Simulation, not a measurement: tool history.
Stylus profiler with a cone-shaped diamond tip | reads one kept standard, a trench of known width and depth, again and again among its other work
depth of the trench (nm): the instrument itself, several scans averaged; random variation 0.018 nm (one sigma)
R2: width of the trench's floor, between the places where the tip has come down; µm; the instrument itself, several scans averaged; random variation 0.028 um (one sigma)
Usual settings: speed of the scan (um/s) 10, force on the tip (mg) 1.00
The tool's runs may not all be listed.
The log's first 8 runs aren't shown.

Run 9, hour 342.9: usual settings but force on the tip (mg) 2.26. Result: depth of the trench (nm) 101.34, R2 28.66 µm.
Run 10, hour 385.4: usual settings but force on the tip (mg) 2.26. Result: depth of the trench (nm) 101.28, R2 28.69 µm.
Run 11, hour 435.7: usual settings. Result: depth of the trench (nm) 100.84, R2 28.69 µm.
Run 12, hour 486.6: usual settings but force on the tip (mg) 2.58. Result: depth of the trench (nm) 101.42, R2 28.65 µm.
Run 13, hour 523.2: usual settings but force on the tip (mg) 2.58. Result: depth of the trench (nm) 101.39, R2 28.66 µm.
Run 14, hour 579.3: usual settings. Result: depth of the trench (nm) 100.83, R2 28.60 µm.
Run 15, hour 635.9: usual settings. Result: depth of the trench (nm) 100.84, R2 28.63 µm.
Run 16, hour 704.6: usual settings. Result: depth of the trench (nm) 100.82, R2 28.61 µm.
Run 17, hour 766.9: usual settings. Result: depth of the trench (nm) 100.82, R2 28.63 µm.
Run 18, hour 812.9: usual settings but speed of the scan (um/s) 7. Result: depth of the trench (nm) 100.90, R2 28.65 µm.
Run 19, hour 868.1: usual settings but speed of the scan (um/s) 4, force on the tip (mg) 0.38. Result: depth of the trench (nm) 100.53, R2 28.72 µm.
Run 20, hour 933.6: usual settings but speed of the scan (um/s) 2, force on the tip (mg) 1.73. Result: depth of the trench (nm) 101.19, R2 28.72 µm.
Run 21, hour 967.6: usual settings but speed of the scan (um/s) 12, force on the tip (mg) 1.50. Result: depth of the trench (nm) 101.06, R2 28.58 µm.
At hour 1000.0: height scale calibrated on a step standard.
Run 22, hour 1011.4: usual settings but speed of the scan (um/s) 7, force on the tip (mg) 1.36. Result: depth of the trench (nm) 100.82, R2 28.67 µm.
Run 23, hour 1074.0: usual settings but speed of the scan (um/s) 7, force on the tip (mg) 1.36. Result: depth of the trench (nm) 100.84, R2 28.66 µm.
Run 24, hour 1126.3: usual settings but speed of the scan (um/s) 7, force on the tip (mg) 1.36. Result: depth of the trench (nm) 100.84, R2 28.72 µm.
Run 25, hour 1162.8: usual settings but speed of the scan (um/s) 4, force on the tip (mg) 0.55. Result: depth of the trench (nm) 100.50, R2 28.67 µm.
Run 26, hour 1217.6: usual settings but speed of the scan (um/s) 17, force on the tip (mg) 2.54. Result: depth of the trench (nm) 101.32, R2 28.67 µm.
Run 27, hour 1253.7: usual settings but speed of the scan (um/s) 3, force on the tip (mg) 0.94. Result: depth of the trench (nm) 100.68, R2 28.71 µm.
Run 28, hour 1288.9: usual settings but speed of the scan (um/s) 11, force on the tip (mg) 2.29. Result: depth of the trench (nm) 101.22, R2 28.67 µm.
Run 29, hour 1317.4: usual settings but speed of the scan (um/s) 30, force on the tip (mg) 2.29. Result: depth of the trench (nm) 101.18, R2 28.60 µm.
Run 30, hour 1349.1: usual settings but speed of the scan (um/s) 30, force on the tip (mg) 2.29. Result: depth of the trench (nm) 101.22, R2 28.61 µm.
Run 31, hour 1394.3: usual settings but speed of the scan (um/s) 3, force on the tip (mg) 2.29. Result: depth of the trench (nm) 101.22, R2 28.65 µm.
Run 32, hour 1433.1: usual settings but speed of the scan (um/s) 7, force on the tip (mg) 2.76. Result: depth of the trench (nm) 101.36, R2 28.64 µm.
Run 33, hour 1487.3: usual settings but force on the tip (mg) 0.68. Result: depth of the trench (nm) 100.57, R2 28.61 µm.

3 ways to go on from here, each from the tool as it stands after run 33. What would each give?
Run A, hour 1550.2: usual settings but speed of the scan (um/s) 11, force on the tip (mg) 0.68. Result: depth of the trench (nm) ?, R2 ?.
Run B, hour 1550.2: usual settings but force on the tip (mg) 2.93. Result: depth of the trench (nm) ?, R2 ?.
Run C, hour 1550.2: usual settings but speed of the scan (um/s) 35, force on the tip (mg) 2.58. Result: depth of the trench (nm) ?, R2 ?.

run  depth of the trench (nm)     R2
  A                    100.57  28.62
  B                    101.42  28.64
  C                    101.31  28.65
Without the tool's hidden state the same runs would have given:
run  depth of the trench (nm)     R2
  A                    100.50  28.70
  B                    101.36  28.72
  C                    101.25  28.73
